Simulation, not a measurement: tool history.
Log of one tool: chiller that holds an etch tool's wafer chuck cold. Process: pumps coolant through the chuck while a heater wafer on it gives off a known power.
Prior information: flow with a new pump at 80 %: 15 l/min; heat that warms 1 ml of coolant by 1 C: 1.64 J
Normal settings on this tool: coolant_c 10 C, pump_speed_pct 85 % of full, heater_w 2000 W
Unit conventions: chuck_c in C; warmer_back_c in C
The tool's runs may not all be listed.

run 1 day=0 | coolant_c=10 pump_speed_pct=85 heater_w=2000 | chuck_c=33.4 warmer_back_c=4.59
run 2 day=2.012 | coolant_c=10 pump_speed_pct=85 heater_w=2000 | chuck_c=33.2 warmer_back_c=4.66
run 3 day=4.512 | coolant_c=10 pump_speed_pct=85 heater_w=2000 | chuck_c=33.2 warmer_back_c=4.52
run 4 day=5.904 | coolant_c=3 pump_speed_pct=85 heater_w=2000 | chuck_c=26.3 warmer_back_c=4.65
run 5 day=8.267 | coolant_c=3 pump_speed_pct=85 heater_w=2000 | chuck_c=26.2 warmer_back_c=4.57
run 6 day=10.267 | coolant_c=3 pump_speed_pct=85 heater_w=2000 | chuck_c=26.1 warmer_back_c=4.56
run 7 day=12.708 | coolant_c=3 pump_speed_pct=85 heater_w=2000 | chuck_c=26.4 warmer_back_c=4.57
run 8 day=14.662 | coolant_c=3 pump_speed_pct=85 heater_w=2000 | chuck_c=26.1 warmer_back_c=4.55
run 9 day=16.6 | coolant_c=3 pump_speed_pct=85 heater_w=2000 | chuck_c=26.3 warmer_back_c=4.59
run 10 day=18.504 | coolant_c=10 pump_speed_pct=85 heater_w=2000 | chuck_c=33.1 warmer_back_c=4.57
run 11 day=19.896 | coolant_c=10 pump_speed_pct=85 heater_w=2000 | chuck_c=33.2 warmer_back_c=4.63
run 12 day=22.162 | coolant_c=7 pump_speed_pct=82 heater_w=1927 | chuck_c=29.9 warmer_back_c=4.6
run 13 day=24.671 | coolant_c=0 pump_speed_pct=80 heater_w=2000 | chuck_c=24.3 warmer_back_c=4.91
run 14 day=26.558 | coolant_c=0 pump_speed_pct=80 heater_w=2000 | chuck_c=24.4 warmer_back_c=4.85

Run 15, settings as shown, results not yet in. Your forecast:
run 15 day=28.067 | coolant_c=0 pump_speed_pct=82 heater_w=1279 | chuck_c=? warmer_back_c=?

{"run 15": {"chuck_c": 15.2, "warmer_back_c": 3.06}}
Were there no unlogged condition in the tool, this run, its random variation unchanged, would have produced chuck_c 15.2 C, warmer_back_c 3.05 C.

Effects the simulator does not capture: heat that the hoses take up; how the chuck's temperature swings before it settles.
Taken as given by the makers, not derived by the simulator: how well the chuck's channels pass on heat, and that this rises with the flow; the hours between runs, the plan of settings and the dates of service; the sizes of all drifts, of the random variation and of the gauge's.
